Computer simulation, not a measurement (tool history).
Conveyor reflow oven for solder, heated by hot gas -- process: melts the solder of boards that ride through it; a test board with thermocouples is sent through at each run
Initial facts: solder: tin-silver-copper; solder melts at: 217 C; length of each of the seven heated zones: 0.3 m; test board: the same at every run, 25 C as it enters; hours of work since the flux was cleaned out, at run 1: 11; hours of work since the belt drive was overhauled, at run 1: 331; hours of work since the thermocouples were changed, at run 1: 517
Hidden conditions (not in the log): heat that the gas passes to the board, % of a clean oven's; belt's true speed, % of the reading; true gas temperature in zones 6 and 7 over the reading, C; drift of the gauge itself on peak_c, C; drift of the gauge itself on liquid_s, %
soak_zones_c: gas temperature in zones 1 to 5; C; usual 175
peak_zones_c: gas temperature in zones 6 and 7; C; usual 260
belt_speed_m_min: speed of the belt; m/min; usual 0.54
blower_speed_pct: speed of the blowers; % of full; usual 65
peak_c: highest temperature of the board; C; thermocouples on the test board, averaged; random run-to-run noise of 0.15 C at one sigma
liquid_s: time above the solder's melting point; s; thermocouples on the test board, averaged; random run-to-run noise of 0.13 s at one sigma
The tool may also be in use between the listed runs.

| run | hour | soak_zones_c | peak_zones_c | belt_speed_m_min | blower_speed_pct | hours of work since the flux was cleaned out | hours of work since the belt drive was overhauled | hours of work since the thermocouples were changed | peak_c | liquid_s |
|---|---|---|---|---|---|---|---|---|---|---|
| 1 | 0 | 175 | 260 | 0.54 | 65 | 11 | 331 | 517 | 244.2 | 44.8 |
| 2 | 72.3 | 175 | 260 | 0.54 | 65 | 55 | 376 | 562 | 244.1 | 44.6 |
| 3 | 139.3 | 175 | 260 | 0.494 | 65 | 96 | 417 | 603 | 246.3 | 52 |
| 4 | 211.8 | 175 | 260 | 0.494 | 65 | 141 | 461 | 647 | 246.2 | 51.6 |
|  | 271 | flux residue cleaned out of gas plates and filters |
| 5 | 282.4 | 175 | 260 | 0.494 | 65 | 7 | 501 | 687 | 246.4 | 52.3 |
| 6 | 352.8 | 175 | 260 | 0.54 | 65 | 50 | 544 | 730 | 244.2 | 44.8 |
| 7 | 412.9 | 175 | 260 | 0.54 | 65 | 87 | 581 | 767 | 243.6 | 44.6 |
|  | 421.6 | thermocouples of zones 6 and 7 changed |
| 8 | 445.6 | 175 | 260 | 0.54 | 65 | 106 | 600 | 15 | 244.3 | 45.3 |
| 9 | 486.9 | 175 | 260 | 0.54 | 65 | 131 | 625 | 40 | 244.9 | 45.2 |
|  | 562 | flux residue cleaned out of gas plates and filters |
| 10 | 562 | 175 | 260 | 0.628 | 65 | 0 | 668 | 83 | 240.3 | 34.4 |
| 11 | 604.3 | 175 | 260 | 0.628 | 65 | 26 | 694 | 109 | 239.9 | 34.3 |
| 12 | 669.7 | 175 | 260 | 0.628 | 65 | 66 | 734 | 149 | 239.7 | 34.5 |
| 13 | 714.3 | 175 | 260 | 0.628 | 65 | 93 | 761 | 176 | 240 | 34.1 |
| 14 | 786.9 | 175 | 260 | 0.628 | 65 | 138 | 806 | 220 | 239.8 | 33.8 |
|  | 850.2 | flux residue cleaned out of gas plates and filters |
| 15 | 855 | 175 | 255 | 0.54 | 65 | 3 | 844 | 259 | 240.3 | 42.6 |
| 16 | 904.1 | 175 | 255 | 0.54 | 65 | 33 | 874 | 289 | 240.2 | 42.1 |
| 17 | 941.7 | 175 | 254 | 0.54 | 89 | 56 | 897 | 312 | 242.3 | 44.8 |
| 18 | 1003.2 | 175 | 274 | 0.54 | 89 | 94 | 935 | 350 | 260 | 55.8 |
|  | 1054.9 | belt drive overhauled, speed set with a stopwatch |
| 19 | 1056.9 | 171 | 252 | 0.586 | 89 | 124 | 1 | 380 | 237.7 | 36 |
| 20 | 1090.3 | 171 | 252 | 0.586 | 89 | 144 | 22 | 401 | 237.7 | 35.8 |
|  | 1142.2 | flux residue cleaned out of gas plates and filters |
| 21 | 1148.4 | 175 | 260 | 0.458 | 59 | 4 | 54 | 433 | 247.9 | 59.3 |
| 22 | 1222 | 175 | 260 | 0.458 | 59 | 49 | 99 | 478 | 248.1 | 59 |
| 23 | 1270.6 | 175 | 255 | 0.54 | 78 | 79 | 129 | 508 | 242.1 | 44.8 |
|  | 1290.9 | belt drive overhauled, speed set with a stopwatch, once more |
| 24 | 1335.9 | 175 | 255 | 0.54 | 78 | 116 | 28 | 545 | 241 | 42.6 |
| 25 | 1408 | 161 | 270 | 0.467 | 70 | 160 | 72 | 589 | 255.3 | 56.8 |
|  | 1437.2 | flux residue cleaned out of gas plates and filters |
| 26 | 1469 | 161 | 270 | 0.648 | 70 | 19 | 106 | 624 | 244.1 | 32.1 |
| 27 | 1522.8 | 175 | 260 | 0.446 | 66 | 52 | 139 | 657 | 248.6 | 60.4 |
| 28 | 1582.1 | 175 | 251 | 0.533 | 65 | 89 | 175 | 693 | 236.1 | 38 |
| 29 | 1638.3 | 162 | 251 | 0.533 | 60 | 123 | 209 | 727 | 233 | 30 |

Alternative continuations, all from the tool just after run 29; predict every row:
| A | 1690.3 | 175 | 260 | 0.514 | 65 | 155 | 241 | 759 | ? | ? |
| B | 1690.3 | 175 | 252 | 0.54 | 65 | 155 | 241 | 759 | ? | ? |
| C | 1690.3 | 175 | 260 | 0.54 | 82 | 155 | 241 | 759 | ? | ? |

| run | peak_c | liquid_s |
|---|---|---|
| A | 245 | 47.9 |
| B | 236.7 | 37.8 |
| C | 245.6 | 46.4 |
Had the tool no hidden state, the same runs would have come out as:
| run | peak_c | liquid_s |
|---|---|---|
| A | 246.8 | 49.2 |
| B | 238.4 | 39.5 |
| C | 247.4 | 47.7 |
